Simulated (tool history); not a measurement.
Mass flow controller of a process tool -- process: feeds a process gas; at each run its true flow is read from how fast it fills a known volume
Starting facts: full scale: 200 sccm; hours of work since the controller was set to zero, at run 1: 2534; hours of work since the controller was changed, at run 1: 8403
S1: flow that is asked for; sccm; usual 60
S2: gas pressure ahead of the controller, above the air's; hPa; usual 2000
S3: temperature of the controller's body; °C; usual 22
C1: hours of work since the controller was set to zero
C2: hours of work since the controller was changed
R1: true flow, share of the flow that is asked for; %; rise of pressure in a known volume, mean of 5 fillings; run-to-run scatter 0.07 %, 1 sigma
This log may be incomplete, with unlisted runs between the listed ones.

run    hour  S1    S2  S3    C1     C2     R1
  1     0.0  60  2000  22  2534   8403  93.74
  2   430.9  60  2000  22  2769   8638  93.35
  3   832.3  60  2000  22  2988   8857  93.33
  4  1283.1  60  2000  22  3234   9103  93.10
  5  1610.1  60  2000  22  3412   9282  92.77
  6  1852.8  60  1760  22  3545   9414  92.91
  7  2167.6  85  2550  25  3716   9586  93.45
  8  2669.1  23  1400  33  3990   9859  87.97
  9  2912.2  23  1400  33  4123   9992  87.82
 10  3324.8  23  2030  26  4348  10217  86.68

What will run 11 give?
 11  3707.0  23  2030  26  4556  10425   ?

{"run 11": {"R1": 86.27}}
Had the tool carried no hidden state, the very same run would have given R1 97.15 %.
